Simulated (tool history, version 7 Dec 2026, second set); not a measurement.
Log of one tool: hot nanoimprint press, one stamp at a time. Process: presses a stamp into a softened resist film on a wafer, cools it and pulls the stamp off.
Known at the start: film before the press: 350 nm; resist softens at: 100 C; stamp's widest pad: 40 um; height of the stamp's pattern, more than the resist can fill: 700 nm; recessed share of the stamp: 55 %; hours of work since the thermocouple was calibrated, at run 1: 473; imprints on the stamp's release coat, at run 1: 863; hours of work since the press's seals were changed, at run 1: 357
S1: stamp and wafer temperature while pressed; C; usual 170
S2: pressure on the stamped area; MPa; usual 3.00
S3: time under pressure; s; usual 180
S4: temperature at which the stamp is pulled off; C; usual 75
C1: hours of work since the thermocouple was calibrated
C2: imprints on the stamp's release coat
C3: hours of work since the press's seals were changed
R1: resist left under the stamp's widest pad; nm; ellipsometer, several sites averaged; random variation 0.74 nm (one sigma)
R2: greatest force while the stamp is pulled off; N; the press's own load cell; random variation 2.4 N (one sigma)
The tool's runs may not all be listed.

run,hour,S1,S2,S3,S4,C1,C2,C3,R1,R2
1,0.0,170,3.00,180,75,473,863,357,160.7,171
# hour 16.1: plate thermocouple calibrated
2,16.1,170,3.00,180,75,0,893,366,160.3,178
3,30.2,170,4.55,180,75,10,925,375,125.5,179
4,48.0,170,4.55,180,75,22,965,388,126.6,177
5,59.6,170,4.55,180,75,29,991,395,126.3,180
6,77.7,170,3.00,180,75,42,1033,408,161.9,180
7,95.9,170,3.00,180,71,54,1074,420,161.9,199
8,121.4,180,3.00,180,75,71,1131,437,109.7,179
9,144.2,180,3.00,180,75,87,1183,453,110.3,179
10,159.3,180,3.00,180,75,97,1217,463,109.2,176
11,182.2,170,3.00,180,75,113,1269,478,161.9,180
# hour 194.3: stamp cleaned and given a new release coat
12,209.2,170,3.69,180,75,127,34,493,144.8,175
13,233.4,170,3.69,180,75,143,89,509,144.5,177
14,244.7,170,3.69,180,75,151,114,517,145.5,177

Run 15 comes next. What will it give?
15,269.9,170,3.69,180,75,168,171,534,?,?

{"run 15": {"R1": 146.3, "R2": 178}}
Without the tool's hidden state the same run would have given R1 143.2 nm, R2 178 N.
